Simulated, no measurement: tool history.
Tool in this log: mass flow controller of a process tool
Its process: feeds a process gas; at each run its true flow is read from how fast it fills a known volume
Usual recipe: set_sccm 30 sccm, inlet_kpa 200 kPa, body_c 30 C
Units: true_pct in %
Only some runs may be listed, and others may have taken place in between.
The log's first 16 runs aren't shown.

run,hour,set_sccm,inlet_kpa,body_c,true_pct
17,880.8,30,191,30,101.42
18,942.5,30,191,30,101.39
19,1016.5,30,191,29,101.47
20,1072.6,30,191,29,101.38
21,1148.7,30,191,37,101.66
22,1198.2,30,191,37,101.76
23,1238,30,173,30,101.52
24,1316.5,30,173,30,101.81
25,1376.9,30,257,27,101.29

The next listed run, before its measurement:
26,1446.4,92,200,40,?

Run 26 produced true_pct 101.32 %.
With no hidden state in the tool, this same run would have given true_pct 100.31 %.
